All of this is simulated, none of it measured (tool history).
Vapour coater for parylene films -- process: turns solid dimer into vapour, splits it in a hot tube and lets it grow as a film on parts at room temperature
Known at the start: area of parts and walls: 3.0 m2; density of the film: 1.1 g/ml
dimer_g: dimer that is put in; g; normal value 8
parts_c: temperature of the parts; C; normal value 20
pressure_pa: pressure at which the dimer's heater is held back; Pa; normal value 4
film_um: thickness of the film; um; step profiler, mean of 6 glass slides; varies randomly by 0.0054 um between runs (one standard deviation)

{"run": 1, "hour": 0.0, "dimer_g": 8, "parts_c": 20, "pressure_pa": 4, "film_um": 1.365}
{"run": 2, "hour": 29.2, "dimer_g": 8, "parts_c": 20, "pressure_pa": 4, "film_um": 1.353}
{"run": 3, "hour": 58.4, "dimer_g": 8, "parts_c": 20, "pressure_pa": 4, "film_um": 1.347}
{"run": 4, "hour": 89.2, "dimer_g": 8, "parts_c": 20, "pressure_pa": 4, "film_um": 1.357}
{"run": 5, "hour": 119.7, "dimer_g": 8, "parts_c": 20, "pressure_pa": 2.48, "film_um": 1.442}
{"run": 6, "hour": 136.5, "dimer_g": 8, "parts_c": 20, "pressure_pa": 2.48, "film_um": 1.434}
{"run": 7, "hour": 151.3, "dimer_g": 8, "parts_c": 20, "pressure_pa": 2.48, "film_um": 1.426}
{"run": 8, "hour": 186.8, "dimer_g": 8, "parts_c": 20, "pressure_pa": 2.48, "film_um": 1.437}
{"run": 9, "hour": 220.0, "dimer_g": 8, "parts_c": 20, "pressure_pa": 2.48, "film_um": 1.424}
{"run": 10, "hour": 244.4, "dimer_g": 6, "parts_c": 25, "pressure_pa": 4.25, "film_um": 0.902}
{"run": 11, "hour": 273.0, "dimer_g": 8, "parts_c": 13, "pressure_pa": 2.29, "film_um": 1.653}
{"run": 12, "hour": 288.7, "dimer_g": 8, "parts_c": 13, "pressure_pa": 2.29, "film_um": 1.648}
{"run": 13, "hour": 319.6, "dimer_g": 9, "parts_c": 20, "pressure_pa": 5.5, "film_um": 1.44}
{"run": 14, "hour": 339.9, "dimer_g": 10, "parts_c": 16, "pressure_pa": 4, "film_um": 1.798}
{"run": 15, "hour": 360.2, "dimer_g": 10, "parts_c": 16, "pressure_pa": 4, "film_um": 1.796}
{"run": 16, "hour": 376.4, "dimer_g": 13, "parts_c": 29, "pressure_pa": 3.36, "film_um": 1.863}
{"hour": 394.0, "done": "trap's valve overhauled"}
{"run": 17, "hour": 406.3, "dimer_g": 13, "parts_c": 29, "pressure_pa": 3.36, "film_um": 1.974}

Forecast each of these 3 alternatives for the next run:
{"run": "A", "hour": 437.9, "dimer_g": 13, "parts_c": 29, "pressure_pa": 9.8, "film_um": "?"}
{"run": "B", "hour": 437.9, "dimer_g": 8, "parts_c": 20, "pressure_pa": 3.38, "film_um": "?"}
{"run": "C", "hour": 437.9, "dimer_g": 6, "parts_c": 20, "pressure_pa": 4, "film_um": "?"}

run=A film_um=1.709
run=B film_um=1.445
run=C film_um=1.056
Without the tool's hidden state the same runs would have given:
run=A film_um=1.735
run=B film_um=1.466
run=C film_um=1.072

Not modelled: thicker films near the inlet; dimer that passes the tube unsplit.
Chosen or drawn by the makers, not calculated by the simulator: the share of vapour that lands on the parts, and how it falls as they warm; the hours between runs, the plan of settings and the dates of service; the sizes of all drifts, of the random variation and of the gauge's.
